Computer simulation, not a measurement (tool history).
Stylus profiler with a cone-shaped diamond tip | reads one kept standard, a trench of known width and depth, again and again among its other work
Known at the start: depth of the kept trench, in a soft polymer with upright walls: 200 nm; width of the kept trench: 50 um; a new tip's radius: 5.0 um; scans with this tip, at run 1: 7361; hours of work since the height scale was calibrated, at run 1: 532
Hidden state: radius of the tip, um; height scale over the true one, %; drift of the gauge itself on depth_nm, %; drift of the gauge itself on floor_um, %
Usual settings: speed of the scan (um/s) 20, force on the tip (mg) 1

run	hour	speed of the scan (um/s)	force on the tip (mg)	scans with this tip	hours of work since the height scale was calibrated	depth of the trench (angstrom)	width of the trench's floor (nm)
1	0	20	1	7361	532	2012.8	47110
2	28.8	20	1	7674	555	2012.9	47110
3	69.7	7	1	8119	587	2012.8	47160
4	98	25	1	8426	610	2013	47060
5	140.1	25	1	8884	643	2012.4	47070
6	157.9	7	1	9078	657	2012.9	47130
7	186.2	9	1	9386	679	2012.7	47160
8	222.9	9	1	9785	708	2012.7	47160
9	246	9	1.39	10037	726	2015.9	47190
10	282	9	1.39	10428	754	2015.5	47100
11	318.3	27	1	10822	783	2013.1	47090
12	342	20	0.87	11080	802	2011.9	47100
13	378.6	20	1	11478	830	2012.3	47000
14	417.6	20	1	11902	861	2012.5	47050
15	457.1	20	2.35	12332	892	2022.5	47100
16	493.6	20	2.35	12729	921	2022.7	47160
17	530.9	20	2.35	13134	950	2022.5	47140
18	557.5	68	1	13424	971	2012.7	46840
19	576.9	68	1	13635	986	2013	46820
20	601.5	20	1.15	13902	1006	2014.3	47110
21	628.5	20	1.15	14196	1027	2014.3	47110
# hour 634.9: height scale calibrated on a step standard
22	656.2	20	1.15	14491	17	2013.8	47130
23	686.5	13	1	14821	41	2013.4	47170
24	709.5	7	1	15072	59	2013.5	47200
25	743.9	7	1	15445	86	2014.1	47130
26	785.2	70	1.17	15895	118	2014.9	46890
27	827.2	70	1.17	16351	151	2014.8	46860
28	860.3	31	1	16711	177	2013.2	46980
29	889.5	6	0.5	17028	200	2008	47210

Run 30 comes next. What will it give?
30	927.8	6	0.5	17446	230	?	?

depth of the trench (angstrom): 2007.8
width of the trench's floor (nm): 47110
Without the tool's hidden state the same run would have given depth of the trench (angstrom) 2007.8, width of the trench's floor (nm) 47120.
